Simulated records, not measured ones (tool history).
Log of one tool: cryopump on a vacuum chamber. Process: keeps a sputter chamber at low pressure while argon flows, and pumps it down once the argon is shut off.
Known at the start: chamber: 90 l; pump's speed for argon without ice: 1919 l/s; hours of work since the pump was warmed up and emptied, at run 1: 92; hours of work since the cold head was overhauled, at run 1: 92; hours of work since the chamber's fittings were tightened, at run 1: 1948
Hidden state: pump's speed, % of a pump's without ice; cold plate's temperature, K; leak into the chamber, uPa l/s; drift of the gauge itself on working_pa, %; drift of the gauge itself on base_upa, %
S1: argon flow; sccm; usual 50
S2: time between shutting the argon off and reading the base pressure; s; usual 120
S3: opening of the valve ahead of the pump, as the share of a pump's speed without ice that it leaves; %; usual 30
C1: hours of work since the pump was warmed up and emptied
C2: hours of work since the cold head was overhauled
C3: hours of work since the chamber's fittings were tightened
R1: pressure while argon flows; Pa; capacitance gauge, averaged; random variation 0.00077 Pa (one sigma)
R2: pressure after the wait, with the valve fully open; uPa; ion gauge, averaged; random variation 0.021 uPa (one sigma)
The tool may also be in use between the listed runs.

Run 1, day 0: usual settings; C1 92; C2 92; C3 1948. Result: R1 0.1517 Pa, R2 1.8 uPa.
Run 2, day 2.779: usual settings; C1 129; C2 129; C3 1985. Result: R1 0.1537 Pa, R2 1.83 uPa.
Run 3, day 5.858: usual settings; C1 170; C2 170; C3 2026. Result: R1 0.1561 Pa, R2 1.97 uPa.
At day 7.558: leaking fittings of the chamber tightened, without venting.
Run 4, day 7.579: usual settings but S2 117 s; C1 192; C2 192; C3 0. Result: R1 0.1571 Pa, R2 0.5 uPa.
Run 5, day 10.379: usual settings; C1 229; C2 229; C3 37. Result: R1 0.16 Pa, R2 0.51 uPa.
Run 6, day 13.533: usual settings; C1 271; C2 271; C3 79. Result: R1 0.1632 Pa, R2 0.55 uPa.
Run 7, day 15.617: usual settings but S2 28 s; C1 298; C2 298; C3 107. Result: R1 0.1655 Pa, R2 1.34 uPa.
At day 17.475: pump warmed up, emptied and cooled again.
Run 8, day 18.175: usual settings but S2 28 s; C1 9; C2 329; C3 138. Result: R1 0.147 Pa, R2 1.3 uPa.
Run 9, day 21.558: usual settings but S2 28 s; C1 54; C2 374; C3 183. Result: R1 0.1496 Pa, R2 1.32 uPa.
Run 10, day 24.346: usual settings but S2 28 s; C1 91; C2 411; C3 220. Result: R1 0.1533 Pa, R2 1.34 uPa.
Run 11, day 26.904: usual settings but S1 35 sccm, S2 22 s, S3 33 %; C1 125; C2 445; C3 253. Result: R1 0.0985 Pa, R2 1.72 uPa.
Run 12, day 29.146: usual settings but S1 69 sccm; C1 155; C2 475; C3 283. Result: R1 0.2147 Pa, R2 0.67 uPa.
Run 13, day 31.433: usual settings but S1 69 sccm, S2 151 s, S3 32 %; C1 185; C2 505; C3 313. Result: R1 0.2035 Pa, R2 0.62 uPa.
Run 14, day 34.279: usual settings but S1 69 sccm, S2 130 s, S3 23 %; C1 223; C2 543; C3 351. Result: R1 0.2814 Pa, R2 0.74 uPa.
Run 15, day 35.908: usual settings but S1 49 sccm, S2 196 s, S3 23 %; C1 244; C2 564; C3 373. Result: R1 0.2015 Pa, R2 0.75 uPa.
Run 16, day 39.333: usual settings but S1 49 sccm, S2 196 s, S3 23 %; C1 289; C2 610; C3 418. Result: R1 0.2074 Pa, R2 0.78 uPa.
At day 41.812: pump warmed up, emptied and cooled again.
Run 17, day 42.629: usual settings but S2 216 s, S3 19 %; C1 11; C2 650; C3 459. Result: R1 0.2333 Pa, R2 0.66 uPa.

Hidden state or all else? Some run-to-run changes of R1, split into what the settings, what came in and random variation would give without the hidden state, and what is left for the hidden state (with any gauge scatter that isn't in both results):
Run 7 -> 8: pump warmed up, emptied and cooled again. R1 -0.0185 Pa: hidden state -0.0181, all else -0.0004.
Run 11 -> 12: S1 35 -> 69, S2 22 -> 120, S3 33 -> 30. R1 +0.1162 Pa: hidden state +0.0069, all else +0.1093.
